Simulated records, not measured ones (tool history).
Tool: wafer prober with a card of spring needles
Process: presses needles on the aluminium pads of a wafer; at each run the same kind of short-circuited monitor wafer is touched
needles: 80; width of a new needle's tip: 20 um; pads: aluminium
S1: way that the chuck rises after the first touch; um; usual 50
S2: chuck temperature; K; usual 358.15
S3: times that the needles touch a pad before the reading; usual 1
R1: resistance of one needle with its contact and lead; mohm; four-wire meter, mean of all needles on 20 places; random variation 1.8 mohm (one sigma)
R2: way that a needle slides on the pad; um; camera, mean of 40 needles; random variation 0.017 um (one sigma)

{"run": 1, "hour": 0.0, "S1": 50, "S2": 358.15, "S3": 1, "R1": 190, "R2": 9.78}
{"run": 2, "hour": 17.3, "S1": 50, "S2": 358.15, "S3": 1, "R1": 192, "R2": 9.8}
{"hour": 21.1, "done": "tips cleaned on abrasive film"}
{"run": 3, "hour": 34.2, "S1": 50, "S2": 358.15, "S3": 1, "R1": 192, "R2": 9.78}
{"run": 4, "hour": 49.1, "S1": 50, "S2": 358.15, "S3": 1, "R1": 190, "R2": 9.79}
{"hour": 61.9, "done": "tips cleaned on abrasive film"}
{"run": 5, "hour": 73.1, "S1": 40, "S2": 358.15, "S3": 1, "R1": 200, "R2": 7.84}
{"run": 6, "hour": 89.0, "S1": 50, "S2": 358.15, "S3": 1, "R1": 196, "R2": 9.78}
{"hour": 102.4, "done": "tips cleaned on abrasive film"}
{"run": 7, "hour": 110.8, "S1": 50, "S2": 358.15, "S3": 1, "R1": 195, "R2": 9.77}
{"run": 8, "hour": 129.6, "S1": 50, "S2": 358.15, "S3": 1, "R1": 195, "R2": 9.74}
{"hour": 142.5, "done": "tips cleaned on abrasive film"}
{"run": 9, "hour": 153.8, "S1": 32, "S2": 358.15, "S3": 3, "R1": 211, "R2": 6.24}
{"run": 10, "hour": 182.1, "S1": 31, "S2": 324.15, "S3": 2, "R1": 204, "R2": 6.09}

Forecast run 11:
{"hour": 184.0, "done": "tips cleaned on abrasive film"}
{"run": 11, "hour": 209.5, "S1": 31, "S2": 324.15, "S3": 2, "R1": "?", "R2": "?"}

R1: 202 mohm
R2: 6.07 um
Without the tool's hidden state the same run would have given R1 201 mohm, R2 6.07 um.

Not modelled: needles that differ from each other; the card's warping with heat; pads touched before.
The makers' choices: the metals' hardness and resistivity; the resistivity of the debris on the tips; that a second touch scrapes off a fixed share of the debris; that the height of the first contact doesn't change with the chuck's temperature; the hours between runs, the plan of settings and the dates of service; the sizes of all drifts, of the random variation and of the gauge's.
